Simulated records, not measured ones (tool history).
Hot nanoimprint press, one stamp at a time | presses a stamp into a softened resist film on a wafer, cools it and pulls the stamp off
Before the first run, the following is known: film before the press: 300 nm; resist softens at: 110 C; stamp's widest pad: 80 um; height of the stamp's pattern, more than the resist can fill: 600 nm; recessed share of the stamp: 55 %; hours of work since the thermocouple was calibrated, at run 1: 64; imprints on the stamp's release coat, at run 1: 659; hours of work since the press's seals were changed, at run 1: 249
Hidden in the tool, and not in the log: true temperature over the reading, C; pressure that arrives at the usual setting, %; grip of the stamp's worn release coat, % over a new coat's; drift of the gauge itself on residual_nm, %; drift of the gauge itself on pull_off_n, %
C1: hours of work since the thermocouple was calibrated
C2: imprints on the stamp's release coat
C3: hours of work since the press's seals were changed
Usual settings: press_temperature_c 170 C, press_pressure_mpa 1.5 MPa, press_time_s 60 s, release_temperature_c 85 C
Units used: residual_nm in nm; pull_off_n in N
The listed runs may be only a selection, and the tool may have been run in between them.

Run 1, day 0: usual settings; C1 64; C2 659; C3 249. Result: residual_nm 164.8 nm, pull_off_n 100 N.
Run 2, day 0.358: usual settings; C1 67; C2 674; C3 252. Result: residual_nm 163.4 nm, pull_off_n 101 N.
At day 1.179: stamp cleaned and given a new release coat.
Run 3, day 1.179: usual settings; C1 73; C2 0; C3 258. Result: residual_nm 164.1 nm, pull_off_n 100 N.
Run 4, day 1.767: usual settings; C1 79; C2 25; C3 264. Result: residual_nm 165.1 nm, pull_off_n 99 N.
Run 5, day 2.075: usual settings; C1 82; C2 37; C3 267. Result: residual_nm 164.5 nm, pull_off_n 100 N.
Run 6, day 2.533: usual settings; C1 87; C2 57; C3 272. Result: residual_nm 162.6 nm, pull_off_n 98 N.
Run 7, day 3.129: usual settings; C1 93; C2 82; C3 278. Result: residual_nm 165.4 nm, pull_off_n 102 N.
Run 8, day 3.404: usual settings; C1 96; C2 93; C3 281. Result: residual_nm 165.4 nm, pull_off_n 104 N.
Run 9, day 3.9: usual settings; C1 101; C2 114; C3 286. Result: residual_nm 165.2 nm, pull_off_n 100 N.
Run 10, day 4.175: usual settings; C1 104; C2 126; C3 289. Result: residual_nm 164.2 nm, pull_off_n 101 N.
Run 11, day 4.475: usual settings; C1 107; C2 138; C3 292. Result: residual_nm 164.5 nm, pull_off_n 99 N.
Run 12, day 4.804: usual settings; C1 110; C2 152; C3 295. Result: residual_nm 165.9 nm, pull_off_n 102 N.
Run 13, day 5.317: usual settings; C1 116; C2 174; C3 301. Result: residual_nm 165.8 nm, pull_off_n 97 N.
Run 14, day 5.804: usual settings; C1 121; C2 194; C3 306. Result: residual_nm 165.9 nm, pull_off_n 98 N.
Run 15, day 6.267: usual settings but press_pressure_mpa 1.79 MPa; C1 125; C2 214; C3 310. Result: residual_nm 154.4 nm, pull_off_n 101 N.
Run 16, day 6.592: usual settings but press_pressure_mpa 1.79 MPa, release_temperature_c 92 C; C1 129; C2 227; C3 314. Result: residual_nm 154.1 nm, pull_off_n 92 N.
Run 17, day 7.042: usual settings but press_pressure_mpa 1.79 MPa, release_temperature_c 92 C; C1 133; C2 246; C3 318. Result: residual_nm 154.3 nm, pull_off_n 90 N.
Run 18, day 7.408: usual settings but press_pressure_mpa 1.79 MPa, release_temperature_c 92 C; C1 137; C2 262; C3 322. Result: residual_nm 155.5 nm, pull_off_n 89 N.
Run 19, day 7.662: usual settings but press_temperature_c 162 C, press_pressure_mpa 1.16 MPa, press_time_s 34 s, release_temperature_c 92 C; C1 140; C2 272; C3 325. Result: residual_nm 264.9 nm, pull_off_n 89 N.
Run 20, day 8.279: usual settings but press_temperature_c 174 C, press_time_s 97 s, release_temperature_c 82 C; C1 146; C2 298; C3 331. Result: residual_nm 115.8 nm, pull_off_n 107 N.
Run 21, day 8.829: usual settings but press_temperature_c 174 C, press_pressure_mpa 1.47 MPa, press_time_s 97 s, release_temperature_c 89 C; C1 152; C2 321; C3 337. Result: residual_nm 116.3 nm, pull_off_n 92 N.
Run 22, day 9.421: usual settings but press_temperature_c 174 C, press_pressure_mpa 1.47 MPa, press_time_s 97 s, release_temperature_c 89 C; C1 158; C2 346; C3 343. Result: residual_nm 116.8 nm, pull_off_n 96 N.
Run 23, day 9.946: usual settings but press_temperature_c 181 C, press_pressure_mpa 1.04 MPa, press_time_s 65 s, release_temperature_c 77 C; C1 163; C2 368; C3 348. Result: residual_nm 116.8 nm, pull_off_n 110 N.
Run 24, day 10.292: usual settings but press_temperature_c 177 C, press_pressure_mpa 2.03 MPa, press_time_s 91 s, release_temperature_c 75 C; C1 167; C2 383; C3 352. Result: residual_nm 88.4 nm, pull_off_n 112 N.
Run 25, day 10.658: usual settings but press_temperature_c 177 C, press_pressure_mpa 1.67 MPa, press_time_s 91 s, release_temperature_c 89 C; C1 171; C2 398; C3 355. Result: residual_nm 97.6 nm, pull_off_n 96 N.
Run 26, day 10.967: usual settings but press_temperature_c 165 C, press_time_s 31 s; C1 174; C2 411; C3 359. Result: residual_nm 239.2 nm, pull_off_n 104 N.

For run 27, what comes out?
At day 11.158: gauge calibrated.
Run 27, day 11.283: usual settings but press_temperature_c 160 C, press_pressure_mpa 1.28 MPa, press_time_s 31 s, release_temperature_c 77 C; C1 177; C2 424; C3 362. Result: residual_nm ?, pull_off_n ?.

Run 27 gave residual_nm 266.8 nm, pull_off_n 110 N.
Were there no unlogged condition in the tool, this run, its random variation unchanged, would have produced residual_nm 266.7 nm, pull_off_n 109 N.
